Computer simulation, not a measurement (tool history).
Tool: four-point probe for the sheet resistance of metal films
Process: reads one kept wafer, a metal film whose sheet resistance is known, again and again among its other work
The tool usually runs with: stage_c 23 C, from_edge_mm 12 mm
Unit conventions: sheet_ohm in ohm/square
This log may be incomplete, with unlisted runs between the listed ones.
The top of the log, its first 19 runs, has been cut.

{"run": 20, "hour": 216.8, "stage_c": 27, "from_edge_mm": 30, "sheet_ohm": 1.864858}
{"run": 21, "hour": 224.3, "stage_c": 27, "from_edge_mm": 30, "sheet_ohm": 1.864151}
{"run": 22, "hour": 232.2, "stage_c": 20, "from_edge_mm": 9, "sheet_ohm": 1.854408}
{"run": 23, "hour": 246.5, "stage_c": 33, "from_edge_mm": 14, "sheet_ohm": 1.877002}
{"run": 24, "hour": 263.7, "stage_c": 30, "from_edge_mm": 6, "sheet_ohm": 1.876837}
{"run": 25, "hour": 280.7, "stage_c": 23, "from_edge_mm": 6, "sheet_ohm": 1.863964}
{"run": 26, "hour": 296.5, "stage_c": 35, "from_edge_mm": 14, "sheet_ohm": 1.881245}
{"run": 27, "hour": 312.4, "stage_c": 25, "from_edge_mm": 38, "sheet_ohm": 1.861658}
{"run": 28, "hour": 320.4, "stage_c": 25, "from_edge_mm": 38, "sheet_ohm": 1.861453}
{"run": 29, "hour": 331.7, "stage_c": 20, "from_edge_mm": 40, "sheet_ohm": 1.851183}
{"run": 30, "hour": 342.6, "stage_c": 27, "from_edge_mm": 40, "sheet_ohm": 1.865542}
{"run": 31, "hour": 353.7, "stage_c": 27, "from_edge_mm": 40, "sheet_ohm": 1.865609}

Here are 4 independent what-if runs from the current tool condition. What would each one return?
{"run": "A", "hour": 370.3, "stage_c": 19, "from_edge_mm": 12, "sheet_ohm": "?"}
{"run": "B", "hour": 370.3, "stage_c": 29, "from_edge_mm": 39, "sheet_ohm": "?"}
{"run": "C", "hour": 370.3, "stage_c": 30, "from_edge_mm": 40, "sheet_ohm": "?"}
{"run": "D", "hour": 370.3, "stage_c": 29, "from_edge_mm": 69, "sheet_ohm": "?"}

run=A sheet_ohm=1.851748
run=B sheet_ohm=1.868947
run=C sheet_ohm=1.871214
run=D sheet_ohm=1.869548
Without the tool's unlogged condition, the same runs would have read:
run=A sheet_ohm=1.841324
run=B sheet_ohm=1.858509
run=C sheet_ohm=1.86077
run=D sheet_ohm=1.859106

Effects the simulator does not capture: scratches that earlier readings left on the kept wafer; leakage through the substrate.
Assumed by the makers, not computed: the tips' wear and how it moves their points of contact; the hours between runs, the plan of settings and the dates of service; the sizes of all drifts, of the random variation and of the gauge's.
